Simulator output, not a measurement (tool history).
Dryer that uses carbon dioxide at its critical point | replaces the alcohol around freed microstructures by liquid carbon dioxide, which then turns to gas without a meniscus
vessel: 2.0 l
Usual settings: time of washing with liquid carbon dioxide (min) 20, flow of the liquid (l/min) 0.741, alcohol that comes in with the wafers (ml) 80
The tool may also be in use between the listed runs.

run,hour,time of washing with liquid carbon dioxide (min),flow of the liquid (l/min),alcohol that comes in with the wafers (ml),alcohol left in the vessel before it's heated (ppm by volume)
1,0,20,0.741,80,154
# hour 20.8: inlet filter changed
2,31.6,16,0.741,80,271
3,69.9,14,0.741,80,509
4,90.2,20,0.741,80,129
5,135,20,0.741,80,125
6,163.3,20,0.741,80,132
7,203.7,20,0.741,80,134
8,233.9,20,0.741,80,148
9,258.4,20,0.741,80,139
10,301,20,0.741,80,157
11,332.6,20,0.741,80,171
# hour 353.2: inlet filter changed
12,358,12,0.741,80,896
13,378.3,12,0.741,80,931
14,413.7,20,0.741,80,134
15,454.8,20,0.741,80,138
16,490,20,0.741,80,137
# hour 529.1: purifier's bed changed
17,535.9,20,0.741,80,91
18,554.9,30,0.869,80,3
19,590.7,20,0.741,108,132
20,630.8,19,0.741,48,89
21,675.8,20,0.841,80,52
# hour 687.3: inlet filter changed
22,719.1,20,0.841,80,38
23,748.3,20,0.841,80,42
24,776.5,20,0.841,80,40
25,809.9,12,0.474,80,3952
26,834.7,19,0.532,36,300
27,860.8,20,0.726,84,122
28,888.3,19,0.581,27,174
29,924.2,20,0.688,24,56
30,968.2,31,1.138,50,22
31,998.6,25,0.457,27,174
# hour 1019: inlet filter changed
32,1029.4,25,0.457,27,140
33,1050.1,25,0.457,27,143
34,1083.5,25,0.457,27,139

3 ways to go on from here, each from the tool as it stands after run 34. What would each give?
A,1120.8,21,0.721,27,?
B,1120.8,25,0.623,31,?
C,1120.8,20,0.591,80,?

run,alcohol left in the vessel before it's heated (ppm by volume)
A,50
B,39
C,322
Without the tool's hidden state the same runs would have given:
run,alcohol left in the vessel before it's heated (ppm by volume)
A,29
B,17
C,262
